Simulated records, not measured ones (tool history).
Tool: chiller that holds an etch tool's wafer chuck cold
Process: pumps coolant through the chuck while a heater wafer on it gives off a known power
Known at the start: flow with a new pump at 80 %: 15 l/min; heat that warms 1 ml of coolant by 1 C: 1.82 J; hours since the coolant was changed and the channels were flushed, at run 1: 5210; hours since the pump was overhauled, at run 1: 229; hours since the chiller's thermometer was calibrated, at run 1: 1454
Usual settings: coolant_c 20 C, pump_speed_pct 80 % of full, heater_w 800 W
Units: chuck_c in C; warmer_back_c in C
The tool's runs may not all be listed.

run	day	coolant_c	pump_speed_pct	heater_w	hours since the coolant was changed and the channels were flushed	hours since the pump was overhauled	hours since the chiller's thermometer was calibrated	chuck_c	warmer_back_c
1	0	20	80	800	5210	229	1454	25.5	1.69
2	4.029	20	80	800	5307	326	1551	25.5	1.77
3	6.817	20	80	800	5374	393	1618	25.4	1.77
4	11.279	20	80	800	5481	500	1725	25.5	1.74
5	14.95	20	71	800	5569	588	1813	26.3	2.02
6	19.267	20	71	800	5673	691	1916	26.4	1.95
7	23.617	21	80	800	5777	796	2021	26.7	1.73
8	26.258	19	80	800	5841	859	2084	24.6	1.7
9	30.329	19	80	800	5938	957	2182	24.5	1.79
10	34.425	19	80	800	6037	1055	2280	24.5	1.71
11	37.075	19	80	800	6100	1119	2344	24.6	1.66
12	39.862	20	80	800	6167	1186	2411	25.7	1.69
13	42.179	20	80	800	6223	1241	2466	25.7	1.73
14	45.342	20	80	800	6299	1317	2542	25.6	1.71
15	49.575	20	80	628	6400	1419	2644	24.7	1.3
16	53.517	20	80	628	6495	1513	2738	24.5	1.34
17	56.033	20	80	628	6555	1574	2799	24.5	1.32
# day 59.192: coolant changed, channels flushed
18	59.704	20	80	472	12	1656	2881	23.5	0.94
19	61.633	23	93	592	59	1702	2927	26.8	1.03
20	64.85	23	93	592	136	1779	3004	26.5	1.05
21	68.425	23	97	592	222	1865	3090	26.5	0.96

Run 22 comes next. What will it give?
22	70.996	20	76	911	283	1927	3152	?	?

chuck_c: 26.7 C
warmer_back_c: 2.03 C
Without the tool's hidden state the same run would have given chuck_c 26.6 C, warmer_back_c 2.12 C.

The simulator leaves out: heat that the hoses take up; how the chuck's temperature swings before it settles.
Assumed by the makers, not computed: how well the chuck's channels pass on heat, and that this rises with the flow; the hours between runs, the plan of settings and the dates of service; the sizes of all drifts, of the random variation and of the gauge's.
